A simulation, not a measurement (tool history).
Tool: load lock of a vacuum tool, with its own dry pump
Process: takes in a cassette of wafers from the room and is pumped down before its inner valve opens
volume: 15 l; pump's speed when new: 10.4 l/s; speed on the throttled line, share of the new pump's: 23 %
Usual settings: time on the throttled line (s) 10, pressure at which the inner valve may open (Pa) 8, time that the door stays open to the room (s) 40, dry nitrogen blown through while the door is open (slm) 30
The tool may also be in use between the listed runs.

run	hour	time on the throttled line (s)	pressure at which the inner valve may open (Pa)	time that the door stays open to the room (s)	dry nitrogen blown through while the door is open (slm)	incoming humidity of the room's air, %	time from the closed door until the inner valve may open (s)	rise of the pressure with all valves shut (Pa/min)
1	0	10	8	40	30	46.3	21.6	0.059
2	111.4	10	8	40	30	44	21.7	0.05
3	236	10	8	106	30	47.8	22	0.061
4	383.4	10	8	106	30	43.8	21.5	0.064
5	480.8	10	8	106	30	45.7	22	0.064
6	603.2	10	8	40	5	41.1	21.8	0.067
7	772.4	10	15	40	30	41.8	20.8	0.054
8	869.2	10	8	40	30	43.4	22	0.056
9	957	10	8	40	30	48.3	22.1	0.057
10	1094.1	10	8	118	20	43.9	21.7	0.075
11	1253.5	10	8	40	18	43.8	21.8	0.059
12	1377.3	8	9	194	23	42.6	20.4	0.078
13	1482.1	6	8	40	7	44.4	18.9	0.071
14	1593.6	10	14	40	7	48.4	21.2	0.071
15	1738.8	6	6	40	11	40.6	19.5	0.067
16	1904.5	6	6	40	11	44.3	20	0.064

Measured less the same run without the tool's hidden state. The same run-to-run variation is in both; the gauge's scatter may not be:
The hidden state here: pump's speed, % of a new pump's; leak at the door's seal, Pa l/s; drift of the gauge itself on ready_s, %; drift of the gauge itself on rise_pa_min, %.
run	time from the closed door until the inner valve may open (s)	rise of the pressure with all valves shut (Pa/min)
1	+0.4	+0.025
2	+0.4	+0.025
3	+0.4	+0.025
4	+0.4	+0.026
5	+0.4	+0.026
6	+0.4	+0.027
7	+0.5	+0.027
8	+0.4	+0.028
9	+0.5	+0.029
10	+0.5	+0.029
11	+0.6	+0.03
12	+0.6	+0.03
13	+0.6	+0.031
14	+0.5	+0.03
15	+0.7	+0.031
16	+0.7	+0.032
